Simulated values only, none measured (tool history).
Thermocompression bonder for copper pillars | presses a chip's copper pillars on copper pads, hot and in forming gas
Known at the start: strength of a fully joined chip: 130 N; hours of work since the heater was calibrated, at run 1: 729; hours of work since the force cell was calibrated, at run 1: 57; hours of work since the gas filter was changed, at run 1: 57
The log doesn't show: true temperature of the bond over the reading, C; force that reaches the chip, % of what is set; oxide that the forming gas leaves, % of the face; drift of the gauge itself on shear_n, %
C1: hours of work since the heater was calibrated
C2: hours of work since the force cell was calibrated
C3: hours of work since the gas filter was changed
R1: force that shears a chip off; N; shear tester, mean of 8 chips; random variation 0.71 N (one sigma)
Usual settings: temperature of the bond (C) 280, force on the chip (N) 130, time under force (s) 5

run 1 hour=0.0 | temperature_of_the_bond_(C)=280 force_on_the_chip_(N)=130 time_under_force_(s)=5 | C1=729 C2=57 C3=57 | R1=54.1
run 2 hour=6.8 | temperature_of_the_bond_(C)=280 force_on_the_chip_(N)=130 time_under_force_(s)=5 | C1=734 C2=61 C3=61 | R1=56.7
run 3 hour=17.1 | temperature_of_the_bond_(C)=280 force_on_the_chip_(N)=130 time_under_force_(s)=5 | C1=741 C2=69 C3=69 | R1=55.8
run 4 hour=23.0 | temperature_of_the_bond_(C)=280 force_on_the_chip_(N)=189 time_under_force_(s)=5 | C1=745 C2=73 C3=73 | R1=69.3
run 5 hour=30.2 | temperature_of_the_bond_(C)=280 force_on_the_chip_(N)=189 time_under_force_(s)=5 | C1=751 C2=78 C3=78 | R1=69.2
run 6 hour=41.5 | temperature_of_the_bond_(C)=280 force_on_the_chip_(N)=189 time_under_force_(s)=5 | C1=759 C2=87 C3=87 | R1=68.1
run 7 hour=48.6 | temperature_of_the_bond_(C)=280 force_on_the_chip_(N)=157 time_under_force_(s)=5 | C1=764 C2=92 C3=92 | R1=62.1
run 8 hour=55.7 | temperature_of_the_bond_(C)=281 force_on_the_chip_(N)=130 time_under_force_(s)=5 | C1=769 C2=97 C3=97 | R1=55.9
run 9 hour=62.1 | temperature_of_the_bond_(C)=280 force_on_the_chip_(N)=130 time_under_force_(s)=3 | C1=774 C2=101 C3=101 | R1=44.7
run 10 hour=70.1 | temperature_of_the_bond_(C)=280 force_on_the_chip_(N)=130 time_under_force_(s)=3 | C1=779 C2=107 C3=107 | R1=45.2
run 11 hour=81.8 | temperature_of_the_bond_(C)=280 force_on_the_chip_(N)=130 time_under_force_(s)=3 | C1=788 C2=116 C3=116 | R1=44.1
run 12 hour=89.7 | temperature_of_the_bond_(C)=280 force_on_the_chip_(N)=130 time_under_force_(s)=5 | C1=793 C2=121 C3=121 | R1=54.8
run 13 hour=97.2 | temperature_of_the_bond_(C)=261 force_on_the_chip_(N)=130 time_under_force_(s)=5 | C1=799 C2=127 C3=127 | R1=43.4
run 14 hour=102.7 | temperature_of_the_bond_(C)=261 force_on_the_chip_(N)=130 time_under_force_(s)=5 | C1=803 C2=131 C3=131 | R1=43.0
run 15 hour=109.4 | temperature_of_the_bond_(C)=261 force_on_the_chip_(N)=130 time_under_force_(s)=3 | C1=808 C2=135 C3=135 | R1=33.8
run 16 hour=117.3 | temperature_of_the_bond_(C)=261 force_on_the_chip_(N)=130 time_under_force_(s)=3 | C1=813 C2=141 C3=141 | R1=34.0
run 17 hour=128.9 | temperature_of_the_bond_(C)=261 force_on_the_chip_(N)=130 time_under_force_(s)=3 | C1=822 C2=150 C3=150 | R1=34.4
run 18 hour=136.4 | temperature_of_the_bond_(C)=280 force_on_the_chip_(N)=130 time_under_force_(s)=5 | C1=827 C2=155 C3=155 | R1=53.3
run 19 hour=145.8 | temperature_of_the_bond_(C)=280 force_on_the_chip_(N)=130 time_under_force_(s)=3 | C1=834 C2=162 C3=162 | R1=44.0
run 20 hour=155.5 | temperature_of_the_bond_(C)=280 force_on_the_chip_(N)=120 time_under_force_(s)=5 | C1=841 C2=169 C3=169 | R1=51.0
run 21 hour=165.3 | temperature_of_the_bond_(C)=288 force_on_the_chip_(N)=129 time_under_force_(s)=5 | C1=848 C2=176 C3=176 | R1=57.6
run 22 hour=173.6 | temperature_of_the_bond_(C)=308 force_on_the_chip_(N)=105 time_under_force_(s)=8 | C1=854 C2=182 C3=182 | R1=71.5
run 23 hour=185.6 | temperature_of_the_bond_(C)=308 force_on_the_chip_(N)=164 time_under_force_(s)=8 | C1=863 C2=190 C3=190 | R1=89.6
run 24 hour=197.0 | temperature_of_the_bond_(C)=308 force_on_the_chip_(N)=164 time_under_force_(s)=8 | C1=871 C2=199 C3=199 | R1=90.2
run 25 hour=203.9 | temperature_of_the_bond_(C)=287 force_on_the_chip_(N)=80 time_under_force_(s)=11 | C1=876 C2=204 C3=204 | R1=55.6
run 26 hour=209.3 | temperature_of_the_bond_(C)=284 force_on_the_chip_(N)=106 time_under_force_(s)=4 | C1=880 C2=207 C3=207 | R1=43.9
run 27 hour=220.8 | temperature_of_the_bond_(C)=284 force_on_the_chip_(N)=106 time_under_force_(s)=4 | C1=888 C2=216 C3=216 | R1=44.2
run 28 hour=229.4 | temperature_of_the_bond_(C)=253 force_on_the_chip_(N)=121 time_under_force_(s)=14 | C1=894 C2=222 C3=222 | R1=52.1
run 29 hour=236.5 | temperature_of_the_bond_(C)=262 force_on_the_chip_(N)=129 time_under_force_(s)=5 | C1=899 C2=227 C3=227 | R1=41.6
run 30 hour=246.5 | temperature_of_the_bond_(C)=301 force_on_the_chip_(N)=144 time_under_force_(s)=6 | C1=906 C2=234 C3=234 | R1=72.7
run 31 hour=254.0 | temperature_of_the_bond_(C)=301 force_on_the_chip_(N)=144 time_under_force_(s)=6 | C1=912 C2=240 C3=240 | R1=71.9
run 32 hour=259.6 | temperature_of_the_bond_(C)=301 force_on_the_chip_(N)=144 time_under_force_(s)=6 | C1=916 C2=244 C3=244 | R1=71.3
run 33 hour=271.7 | temperature_of_the_bond_(C)=280 force_on_the_chip_(N)=153 time_under_force_(s)=11 | C1=925 C2=252 C3=252 | R1=73.7
run 34 hour=279.8 | temperature_of_the_bond_(C)=267 force_on_the_chip_(N)=91 time_under_force_(s)=13 | C1=930 C2=258 C3=258 | R1=50.1
run 35 hour=290.0 | temperature_of_the_bond_(C)=310 force_on_the_chip_(N)=123 time_under_force_(s)=3 | C1=938 C2=266 C3=266 | R1=56.7
run 36 hour=301.7 | temperature_of_the_bond_(C)=280 force_on_the_chip_(N)=184 time_under_force_(s)=5 | C1=946 C2=274 C3=274 | R1=63.0
run 37 hour=314.1 | temperature_of_the_bond_(C)=280 force_on_the_chip_(N)=100 time_under_force_(s)=10 | C1=955 C2=283 C3=283 | R1=54.6
run 38 hour=324.1 | temperature_of_the_bond_(C)=280 force_on_the_chip_(N)=101 time_under_force_(s)=3 | C1=962 C2=290 C3=290 | R1=35.2
run 39 hour=334.4 | temperature_of_the_bond_(C)=261 force_on_the_chip_(N)=125 time_under_force_(s)=13 | C1=970 C2=298 C3=298 | R1=56.2
run 40 hour=344.8 | temperature_of_the_bond_(C)=261 force_on_the_chip_(N)=125 time_under_force_(s)=13 | C1=977 C2=305 C3=305 | R1=55.7

Hidden state or all else? Some run-to-run changes of R1, split into what the settings, what came in and random variation would give without the hidden state, and what is left for the hidden state (with any gauge scatter that isn't in both results):
Run 24 -> 25: temperature of the bond (C) 308 -> 287, force on the chip (N) 164 -> 80, time under force (s) 8 -> 11. R1 -34.6 N: hidden state +1.7, all else -36.3.
Run 29 -> 30: temperature of the bond (C) 262 -> 301, force on the chip (N) 129 -> 144, time under force (s) 5 -> 6. R1 +31.1 N: hidden state -3.1, all else +34.2.
Run 33 -> 34: temperature of the bond (C) 280 -> 267, force on the chip (N) 153 -> 91, time under force (s) 11 -> 13. R1 -23.6 N: hidden state +2.1, all else -25.7.
Run 37 -> 38: force on the chip (N) 100 -> 101, time under force (s) 10 -> 3. R1 -19.4 N: hidden state +2.9, all else -22.3.
Run 38 -> 39: temperature of the bond (C) 280 -> 261, force on the chip (N) 101 -> 125, time under force (s) 3 -> 13. R1 +21.0 N: hidden state -3.8, all else +24.8.

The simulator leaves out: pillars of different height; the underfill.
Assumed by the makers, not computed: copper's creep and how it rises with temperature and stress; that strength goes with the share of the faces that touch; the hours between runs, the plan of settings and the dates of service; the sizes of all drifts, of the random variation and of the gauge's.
